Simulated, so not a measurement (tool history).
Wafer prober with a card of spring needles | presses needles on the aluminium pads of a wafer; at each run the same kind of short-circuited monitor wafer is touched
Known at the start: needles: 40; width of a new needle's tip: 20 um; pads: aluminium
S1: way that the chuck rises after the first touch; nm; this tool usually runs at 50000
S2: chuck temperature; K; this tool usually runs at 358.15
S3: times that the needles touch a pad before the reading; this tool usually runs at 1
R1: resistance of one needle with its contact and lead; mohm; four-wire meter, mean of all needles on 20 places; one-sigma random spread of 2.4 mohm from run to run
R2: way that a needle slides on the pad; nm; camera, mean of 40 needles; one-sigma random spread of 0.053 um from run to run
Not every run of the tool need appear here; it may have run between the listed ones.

Run 1, hour 0: usual settings. Result: R1 310 mohm, R2 7440 nm.
At hour 5.8: tips cleaned on abrasive film.
At hour 21.1: tips cleaned on abrasive film.
At hour 36.4: tips cleaned on abrasive film.
Run 2, hour 40.5: usual settings. Result: R1 302 mohm, R2 7420 nm.
At hour 52.6: tips cleaned on abrasive film.
At hour 68.5: tips cleaned on abrasive film.
At hour 84.3: tips cleaned on abrasive film.
Run 3, hour 84.6: usual settings. Result: R1 280 mohm, R2 7230 nm.
At hour 98.6: tips cleaned on abrasive film.
Run 4, hour 106.1: usual settings. Result: R1 311 mohm, R2 7360 nm.
At hour 112.7: tips cleaned on abrasive film.
At hour 127.1: tips cleaned on abrasive film.
Run 5, hour 137.9: usual settings. Result: R1 321 mohm, R2 7180 nm.
At hour 141: tips cleaned on abrasive film.
At hour 155.1: tips cleaned on abrasive film.
Run 6, hour 157.1: usual settings. Result: R1 286 mohm, R2 7180 nm.
At hour 170.2: tips cleaned on abrasive film.
At hour 183.9: tips cleaned on abrasive film.
At hour 190.4: height of the first contact set anew.
Run 7, hour 192.9: usual settings. Result: R1 311 mohm, R2 7600 nm.
At hour 198.8: tips cleaned on abrasive film.
Run 8, hour 211.7: usual settings. Result: R1 319 mohm, R2 7640 nm.
At hour 214.2: tips cleaned on abrasive film.
At hour 228.8: tips cleaned on abrasive film.
Run 9, hour 231.9: usual settings. Result: R1 293 mohm, R2 7580 nm.
At hour 243.9: tips cleaned on abrasive film.
At hour 258: tips cleaned on abrasive film.
Run 10, hour 260: usual settings. Result: R1 295 mohm, R2 7530 nm.
At hour 273.6: tips cleaned on abrasive film.
At hour 288.1: tips cleaned on abrasive film.
Run 11, hour 298.8: usual settings. Result: R1 314 mohm, R2 7550 nm.
At hour 304.4: tips cleaned on abrasive film.
At hour 318.4: tips cleaned on abrasive film.
At hour 334: tips cleaned on abrasive film.
Run 12, hour 339.6: usual settings. Result: R1 302 mohm, R2 7440 nm.
At hour 349.9: tips cleaned on abrasive film.
At hour 366.7: tips cleaned on abrasive film.
At hour 381.7: tips cleaned on abrasive film.
Run 13, hour 385: usual settings. Result: R1 294 mohm, R2 7350 nm.
At hour 396.1: tips cleaned on abrasive film.
At hour 411.2: tips cleaned on abrasive film.
Run 14, hour 411.3: usual settings but S3 2. Result: R1 278 mohm, R2 7430 nm.
At hour 426.7: tips cleaned on abrasive film.
Run 15, hour 436: usual settings but S1 60000 nm, S2 364.15 K, S3 3. Result: R1 286 mohm, R2 8900 nm.
At hour 442: tips cleaned on abrasive film.
At hour 458.4: tips cleaned on abrasive film.
At hour 474.1: tips cleaned on abrasive film.
Run 16, hour 474.6: usual settings but S1 66000 nm, S3 2. Result: R1 280 mohm, R2 9780 nm.
At hour 489.4: tips cleaned on abrasive film.
Run 17, hour 495.2: usual settings but S1 66000 nm, S3 2. Result: R1 282 mohm, R2 9740 nm.
At hour 504.4: tips cleaned on abrasive film.
At hour 519.8: tips cleaned on abrasive film.
Run 18, hour 532.9: usual settings but S1 54000 nm, S2 337.15 K, S3 3. Result: R1 282 mohm, R2 7920 nm.
At hour 535.3: tips cleaned on abrasive film.
At hour 551.4: tips cleaned on abrasive film.
Run 19, hour 552: usual settings but S1 44000 nm, S2 308.15 K. Result: R1 272 mohm, R2 6250 nm.
At hour 564.6: height of the first contact set anew.
At hour 568.1: tips cleaned on abrasive film.
At hour 582.7: tips cleaned on abrasive film.
Run 20, hour 595.3: usual settings but S1 44000 nm, S2 308.15 K. Result: R1 334 mohm, R2 6660 nm.
At hour 598.5: tips cleaned on abrasive film.
At hour 614.4: tips cleaned on abrasive film.
Run 21, hour 616.2: usual settings but S1 44000 nm, S2 308.15 K. Result: R1 283 mohm, R2 6670 nm.
At hour 628.9: tips cleaned on abrasive film.
Run 22, hour 641.2: usual settings. Result: R1 327 mohm, R2 7490 nm.
At hour 644.4: tips cleaned on abrasive film.
At hour 660.3: tips cleaned on abrasive film.
At hour 675.1: tips cleaned on abrasive film.
Run 23, hour 675.1: usual settings. Result: R1 281 mohm, R2 7520 nm.
At hour 690.1: tips cleaned on abrasive film.
Run 24, hour 699.8: usual settings but S1 58000 nm, S2 311.15 K, S3 2. Result: R1 279 mohm, R2 8750 nm.
At hour 705.6: tips cleaned on abrasive film.
At hour 720.4: tips cleaned on abrasive film.
At hour 736.7: tips cleaned on abrasive film.
Run 25, hour 741.4: usual settings but S1 58000 nm, S2 311.15 K, S3 2. Result: R1 271 mohm, R2 8670 nm.
At hour 751.4: tips cleaned on abrasive film.
At hour 765.4: tips cleaned on abrasive film.
Run 26, hour 765.4: usual settings but S1 60000 nm, S3 2. Result: R1 277 mohm, R2 8880 nm.
At hour 781.7: tips cleaned on abrasive film.
At hour 795.5: tips cleaned on abrasive film.
Run 27, hour 795.5: usual settings but S1 60000 nm, S3 2. Result: R1 274 mohm, R2 8880 nm.
At hour 809.7: tips cleaned on abrasive film.
At hour 825.7: tips cleaned on abrasive film.
Run 28, hour 834.4: usual settings but S1 55000 nm, S2 381.15 K. Result: R1 315 mohm, R2 8020 nm.

Below are 3 alternative next runs, each starting from the tool's condition after run 28. Predict each:
At hour 839.9: tips cleaned on abrasive film.
At hour 854.2: tips cleaned on abrasive film.
At hour 869.1: tips cleaned on abrasive film.
Run A, hour 869.1: usual settings but S1 32000 nm, S2 337.15 K. Result: R1 ?, R2 ?.
At hour 839.9: tips cleaned on abrasive film.
At hour 854.2: tips cleaned on abrasive film.
At hour 869.1: tips cleaned on abrasive film.
Run B, hour 869.1: usual settings but S1 41000 nm, S2 329.15 K, S3 2. Result: R1 ?, R2 ?.
At hour 839.9: tips cleaned on abrasive film.
At hour 854.2: tips cleaned on abrasive film.
At hour 869.1: tips cleaned on abrasive film.
Run C, hour 869.1: usual settings but S1 66000 nm. Result: R1 ?, R2 ?.

run   R1    R2
  A  294  4560
  B  272  5920
  C  276  9690
Stripped of hidden state, with their random variation kept, the same runs would have yielded:
run   R1     R2
  A  272   4910
  B  261   6280
  C  269  10040
